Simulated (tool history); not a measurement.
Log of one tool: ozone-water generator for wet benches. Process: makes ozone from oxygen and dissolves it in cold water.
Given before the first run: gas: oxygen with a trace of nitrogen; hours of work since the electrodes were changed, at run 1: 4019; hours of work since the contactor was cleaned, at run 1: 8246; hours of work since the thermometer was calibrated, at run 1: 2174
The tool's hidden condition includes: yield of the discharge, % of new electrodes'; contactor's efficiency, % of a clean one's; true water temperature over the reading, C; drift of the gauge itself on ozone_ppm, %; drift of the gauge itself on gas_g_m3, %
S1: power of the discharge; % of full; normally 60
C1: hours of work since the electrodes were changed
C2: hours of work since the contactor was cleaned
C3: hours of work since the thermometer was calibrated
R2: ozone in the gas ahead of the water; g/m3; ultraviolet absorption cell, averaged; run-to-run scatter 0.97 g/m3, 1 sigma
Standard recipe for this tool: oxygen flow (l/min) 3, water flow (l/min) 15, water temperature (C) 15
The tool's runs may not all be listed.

run 1 hour=0 | S1=60 oxygen_flow_(l/min)=3 water_flow_(l/min)=15 water_temperature_(C)=15 | C1=4019 C2=8246 C3=2174 | dissolved_ozone_(ppm)=16 R2=154.8
run 2 hour=106.1 | S1=60 oxygen_flow_(l/min)=3 water_flow_(l/min)=15 water_temperature_(C)=15 | C1=4119 C2=8346 C3=2274 | dissolved_ozone_(ppm)=15.8 R2=155.2
run 3 hour=204.2 | S1=60 oxygen_flow_(l/min)=3 water_flow_(l/min)=15 water_temperature_(C)=9 | C1=4211 C2=8438 C3=2366 | dissolved_ozone_(ppm)=17 R2=153.4
run 4 hour=315.4 | S1=60 oxygen_flow_(l/min)=3.45 water_flow_(l/min)=15 water_temperature_(C)=9 | C1=4316 C2=8542 C3=2471 | dissolved_ozone_(ppm)=17.4 R2=144
run 5 hour=410.8 | S1=60 oxygen_flow_(l/min)=3 water_flow_(l/min)=15 water_temperature_(C)=15 | C1=4405 C2=8632 C3=2560 | dissolved_ozone_(ppm)=15.8 R2=154.9
run 6 hour=565.1 | S1=60 oxygen_flow_(l/min)=3 water_flow_(l/min)=15 water_temperature_(C)=16 | C1=4550 C2=8777 C3=2705 | dissolved_ozone_(ppm)=15.3 R2=154
run 7 hour=655.4 | S1=60 oxygen_flow_(l/min)=3 water_flow_(l/min)=15 water_temperature_(C)=15 | C1=4635 C2=8862 C3=2790 | dissolved_ozone_(ppm)=15.7 R2=154
run 8 hour=779.6 | S1=46 oxygen_flow_(l/min)=3 water_flow_(l/min)=15 water_temperature_(C)=15 | C1=4752 C2=8979 C3=2907 | dissolved_ozone_(ppm)=13.1 R2=127.8
run 9 hour=881.9 | S1=60 oxygen_flow_(l/min)=3 water_flow_(l/min)=15 water_temperature_(C)=15 | C1=4848 C2=9075 C3=3003 | dissolved_ozone_(ppm)=15.6 R2=151.9
run 10 hour=1010.1 | S1=60 oxygen_flow_(l/min)=3 water_flow_(l/min)=15 water_temperature_(C)=15 | C1=4968 C2=9195 C3=3124 | dissolved_ozone_(ppm)=15.7 R2=152.7
run 11 hour=1123.1 | S1=60 oxygen_flow_(l/min)=3 water_flow_(l/min)=15 water_temperature_(C)=15 | C1=5075 C2=9301 C3=3230 | dissolved_ozone_(ppm)=15.8 R2=151.9
run 12 hour=1233.1 | S1=60 oxygen_flow_(l/min)=3 water_flow_(l/min)=15 water_temperature_(C)=15 | C1=5178 C2=9405 C3=3333 | dissolved_ozone_(ppm)=15.5 R2=152.6
run 13 hour=1386.5 | S1=60 oxygen_flow_(l/min)=3 water_flow_(l/min)=15 water_temperature_(C)=15 | C1=5322 C2=9549 C3=3477 | dissolved_ozone_(ppm)=15.2 R2=151.4
run 14 hour=1525.7 | S1=50 oxygen_flow_(l/min)=3 water_flow_(l/min)=15 water_temperature_(C)=15 | C1=5453 C2=9680 C3=3608 | dissolved_ozone_(ppm)=13.7 R2=136.1
run 15 hour=1596.7 | S1=60 oxygen_flow_(l/min)=3 water_flow_(l/min)=15 water_temperature_(C)=23 | C1=5520 C2=9746 C3=3675 | dissolved_ozone_(ppm)=14 R2=150.3
run 16 hour=1664.2 | S1=60 oxygen_flow_(l/min)=3 water_flow_(l/min)=15 water_temperature_(C)=23 | C1=5583 C2=9810 C3=3738 | dissolved_ozone_(ppm)=13.9 R2=151
-- hour=1695.6 contactor cleaned
run 17 hour=1778.4 | S1=60 oxygen_flow_(l/min)=3 water_flow_(l/min)=15 water_temperature_(C)=23 | C1=5687 C2=78 C3=3842 | dissolved_ozone_(ppm)=14.3 R2=150.9
run 18 hour=1871.2 | S1=44 oxygen_flow_(l/min)=3 water_flow_(l/min)=15 water_temperature_(C)=15 | C1=5774 C2=165 C3=3929 | dissolved_ozone_(ppm)=13.2 R2=122.8
-- hour=1921 water thermometer calibrated
run 19 hour=2033.5 | S1=95 oxygen_flow_(l/min)=3 water_flow_(l/min)=15 water_temperature_(C)=12 | C1=5926 C2=317 C3=106 | dissolved_ozone_(ppm)=22.1 R2=201.6
run 20 hour=2170 | S1=95 oxygen_flow_(l/min)=3 water_flow_(l/min)=15 water_temperature_(C)=12 | C1=6054 C2=445 C3=234 | dissolved_ozone_(ppm)=22 R2=203.1
run 21 hour=2264.8 | S1=95 oxygen_flow_(l/min)=3 water_flow_(l/min)=15 water_temperature_(C)=12 | C1=6143 C2=534 C3=323 | dissolved_ozone_(ppm)=22 R2=201.4
-- hour=2390.9 water thermometer calibrated, once more
run 22 hour=2423.9 | S1=46 oxygen_flow_(l/min)=2.43 water_flow_(l/min)=20 water_temperature_(C)=19 | C1=6292 C2=683 C3=31 | dissolved_ozone_(ppm)=9.3 R2=139.3
run 23 hour=2535.2 | S1=46 oxygen_flow_(l/min)=2.43 water_flow_(l/min)=14 water_temperature_(C)=19 | C1=6397 C2=788 C3=136 | dissolved_ozone_(ppm)=13.1 R2=138.3
run 24 hour=2607.5 | S1=84 oxygen_flow_(l/min)=3 water_flow_(l/min)=21 water_temperature_(C)=12 | C1=6465 C2=856 C3=204 | dissolved_ozone_(ppm)=14.4 R2=184
run 25 hour=2726.1 | S1=89 oxygen_flow_(l/min)=3 water_flow_(l/min)=17 water_temperature_(C)=12 | C1=6576 C2=967 C3=315 | dissolved_ozone_(ppm)=18.6 R2=191.2
run 26 hour=2864.5 | S1=60 oxygen_flow_(l/min)=2.47 water_flow_(l/min)=15 water_temperature_(C)=9 | C1=6706 C2=1097 C3=445 | dissolved_ozone_(ppm)=16.2 R2=164.2
run 27 hour=2961.1 | S1=81 oxygen_flow_(l/min)=2.47 water_flow_(l/min)=15 water_temperature_(C)=10 | C1=6797 C2=1188 C3=536 | dissolved_ozone_(ppm)=19.5 R2=194.5
run 28 hour=3073 | S1=60 oxygen_flow_(l/min)=3 water_flow_(l/min)=11 water_temperature_(C)=13 | C1=6902 C2=1293 C3=641 | dissolved_ozone_(ppm)=20.7 R2=148.8
run 29 hour=3181 | S1=60 oxygen_flow_(l/min)=3 water_flow_(l/min)=11 water_temperature_(C)=13 | C1=7004 C2=1395 C3=742 | dissolved_ozone_(ppm)=20.6 R2=146.1
run 30 hour=3304.3 | S1=60 oxygen_flow_(l/min)=2.55 water_flow_(l/min)=15 water_temperature_(C)=15 | C1=7120 C2=1511 C3=858 | dissolved_ozone_(ppm)=15.1 R2=158.8
run 31 hour=3415.6 | S1=60 oxygen_flow_(l/min)=1.77 water_flow_(l/min)=12 water_temperature_(C)=9 | C1=7224 C2=1615 C3=963 | dissolved_ozone_(ppm)=18.3 R2=188.7
run 32 hour=3566.3 | S1=51 oxygen_flow_(l/min)=3.18 water_flow_(l/min)=21 water_temperature_(C)=9 | C1=7366 C2=1757 C3=1105 | dissolved_ozone_(ppm)=11 R2=127.6
run 33 hour=3643.2 | S1=76 oxygen_flow_(l/min)=3 water_flow_(l/min)=15 water_temperature_(C)=15 | C1=7438 C2=1829 C3=1177 | dissolved_ozone_(ppm)=17.6 R2=170

Alternative continuations, all from the tool just after run 33; predict every row:
run A hour=3783.8 | S1=60 oxygen_flow_(l/min)=3 water_flow_(l/min)=15 water_temperature_(C)=10 | C1=7570 C2=1961 C3=1309 | dissolved_ozone_(ppm)=? R2=?
run B hour=3783.8 | S1=60 oxygen_flow_(l/min)=3 water_flow_(l/min)=15 water_temperature_(C)=10 | C1=7570 C2=1961 C3=1309 | dissolved_ozone_(ppm)=? R2=?
run C hour=3783.8 | S1=51 oxygen_flow_(l/min)=2.61 water_flow_(l/min)=21 water_temperature_(C)=15 | C1=7570 C2=1961 C3=1309 | dissolved_ozone_(ppm)=? R2=?

run=A dissolved_ozone_(ppm)=16.3 R2=146.6
run=B dissolved_ozone_(ppm)=16.1 R2=145.5
run=C dissolved_ozone_(ppm)=9.6 R2=142.4
With no hidden state in the tool, these same runs would have given:
run=A dissolved_ozone_(ppm)=18.8 R2=166.7
run=B dissolved_ozone_(ppm)=18.5 R2=165.4
run=C dissolved_ozone_(ppm)=10.8 R2=159.4
